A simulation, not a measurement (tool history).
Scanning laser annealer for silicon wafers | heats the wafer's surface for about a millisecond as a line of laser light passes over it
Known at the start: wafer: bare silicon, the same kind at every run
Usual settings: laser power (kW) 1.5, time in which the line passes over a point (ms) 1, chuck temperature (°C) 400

run,hour,laser power (kW),time in which the line passes over a point (ms),chuck temperature (°C),highest temperature of the surface (°C)
1,0,1.5,1,400,1176
2,6.5,1.5,1,400,1173
3,15.4,1.5,1,400,1175
4,25.8,1.5,1,400,1172
5,33.7,1.5,1,400,1175
6,38.4,1.5,1,400,1173
7,44.2,1.643,1,400,1242
8,53.4,1.5,1.02,400,1179
9,61,1.5,0.76,400,1086
10,66.3,1.5,0.78,400,1092
11,76.4,1.5,1,395,1169
12,84.3,1.407,1,400,1128
13,89.7,1.407,1,400,1131
14,96.2,1.407,1,400,1130
15,105.7,1.407,1,400,1128
16,111.1,1.407,1,400,1130
17,119.4,1.407,1,400,1131
18,125.3,1.287,1.03,381,1065
19,133.2,1.287,1.03,381,1061
20,138,1.298,1,400,1076
21,146,1.298,1,400,1079
22,154.5,1.298,1,400,1075
23,159.5,1.5,0.8,381,1079
24,169.8,1.5,0.8,381,1080
25,175.8,1.626,1,395,1224
26,183.5,1.626,1,395,1229
27,190.9,1.626,0.75,413,1144
28,200.8,1.571,0.98,360,1157
29,207.5,1.571,0.98,412,1211
30,216.6,1.452,1,424,1172
31,223.5,1.484,1.13,403,1210

5 ways to go on from here, each from the tool as it stands after run 31. What would each give?
A,230.8,1.488,1.06,397,?
B,230.8,1.309,0.92,372,?
C,230.8,1.36,0.92,439,?
D,230.8,1.577,1.13,430,?
E,230.8,1.5,1.24,385,?

run,highest temperature of the surface (°C)
A,1187
B,1030
C,1120
D,1285
E,1238
Without the tool's hidden state the same runs would have given:
run,highest temperature of the surface (°C)
A,1207
B,1047
C,1137
D,1308
E,1260
